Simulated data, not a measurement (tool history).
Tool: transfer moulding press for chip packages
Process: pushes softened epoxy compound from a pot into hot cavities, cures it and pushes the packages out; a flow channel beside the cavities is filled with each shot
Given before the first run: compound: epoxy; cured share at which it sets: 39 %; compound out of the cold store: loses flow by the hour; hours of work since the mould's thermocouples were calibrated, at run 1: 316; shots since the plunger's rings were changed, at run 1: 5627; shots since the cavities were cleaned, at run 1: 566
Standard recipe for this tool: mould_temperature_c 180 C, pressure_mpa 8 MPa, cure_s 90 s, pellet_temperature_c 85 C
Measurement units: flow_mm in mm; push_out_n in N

run,hour,mould_temperature_c,pressure_mpa,cure_s,pellet_temperature_c,hours of work since the mould's thermocouples were calibrated,shots since the plunger's rings were changed,shots since the cavities were cleaned,incoming compound's hours out of the cold store,flow_mm,push_out_n
1,0,180,8,90,85,316,5627,566,44.7,652,325
# hour 17.8: cavities cleaned with cleaning compound and waxed
2,24.5,180,8,90,85,328,5842,63,47.4,657,367
3,51,180,8,90,85,342,6088,309,28.5,689,379
4,64.4,180,8,90,85,349,6213,434,24.7,712,383
# hour 71.3: cavities cleaned with cleaning compound and waxed, once more
# hour 80.3: plunger's sealing rings changed
5,94.5,180,8,90,85,363,132,193,31.6,769,259
6,111.4,180,8,90,85,372,290,351,34.1,767,285
7,127.3,180,8,90,85,380,437,498,36.8,748,298
8,144.7,180,8,90,85,389,600,661,46,715,332
# hour 153.8: cavities cleaned with cleaning compound and waxed
9,169.4,180,8,90,85,401,816,146,12.9,814,268
10,195.4,180,8,90,85,415,1058,388,43.6,729,292
11,211.7,180,8,90,85,424,1210,540,27.2,766,336
12,229.9,180,8,90,85,433,1379,709,42.4,724,338
# hour 232.9: cavities cleaned with cleaning compound and waxed
13,246,180,8,90,85,441,1515,122,13.8,820,260
14,260.2,180,8,123,85,448,1647,254,45,704,221
15,287.1,175,8,123,85,462,1898,505,43.9,719,263

Run 16, settings as shown, results not yet in. Your forecast:
# hour 313.5: cavities cleaned with cleaning compound and waxed
16,317.1,180,8,89,85,477,2163,34,14.6,?,?

{"run 16": {"flow_mm": 796, "push_out_n": 222}}
With the hidden condition absent and the run-to-run variation left alone, this run would have shown flow_mm 821 mm, push_out_n 197 N.
